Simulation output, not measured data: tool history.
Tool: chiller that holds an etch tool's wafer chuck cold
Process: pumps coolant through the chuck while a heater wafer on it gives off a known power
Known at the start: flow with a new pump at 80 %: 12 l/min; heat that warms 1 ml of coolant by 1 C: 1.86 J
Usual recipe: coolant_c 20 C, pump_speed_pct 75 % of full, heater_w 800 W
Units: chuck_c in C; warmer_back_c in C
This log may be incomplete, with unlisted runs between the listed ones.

run,day,coolant_c,pump_speed_pct,heater_w,chuck_c,warmer_back_c
1,0.000,20,75,800,27.6,2.36
2,3.092,20,65,800,28.6,2.75
3,6.425,20,75,800,27.6,2.43
4,11.250,20,75,800,27.7,2.38
5,14.604,17,75,800,24.8,2.37
# day 21.175: chiller's thermometer calibrated
6,21.633,17,75,800,24.1,2.36
7,25.521,20,75,800,27.2,2.40
8,29.058,20,75,800,27.1,2.43
9,35.317,20,75,502,24.5,1.54
10,39.962,20,92,502,23.9,1.20
11,43.975,20,92,502,23.9,1.23
12,50.200,20,75,800,27.3,2.46
13,54.183,20,75,800,27.4,2.46
14,58.479,23,75,800,30.4,2.41
15,65.696,20,75,800,27.4,2.52
16,69.692,20,92,800,26.4,1.96
17,73.058,28,82,855,35.7,2.46
18,79.583,10,83,482,14.3,1.31
19,86.267,13,83,467,17.4,1.30
20,91.721,13,83,467,17.3,1.28
21,94.800,26,83,543,31.0,1.52
22,99.096,26,83,543,31.0,1.48
23,106.050,26,83,543,31.0,1.55
24,113.392,26,83,543,31.2,1.51
25,120.442,26,83,543,31.3,1.52
26,126.429,10,75,800,18.0,2.53
# day 129.217: coolant changed, channels flushed
27,131.525,22,65,893,30.2,3.32
28,138.512,10,72,423,13.8,1.41
29,143.288,10,72,423,13.8,1.41
30,150.625,20,65,531,25.0,1.99
31,157.754,12,91,1064,19.5,2.76

Forecast each of these 4 alternatives for the next run:
A,162.833,20,62,1064,?,?
B,162.833,12,72,1064,?,?
C,162.833,20,68,593,?,?
D,162.833,21,91,846,?,?

run,chuck_c,warmer_back_c
A,30.3,4.15
B,21.1,3.57
C,25.4,2.15
D,27.2,2.23
The same runs, with their run-to-run variation unchanged, on a tool lacking any hidden condition would have given:
run,chuck_c,warmer_back_c
A,28.9,3.73
B,19.9,3.22
C,24.5,1.94
D,26.2,2.01
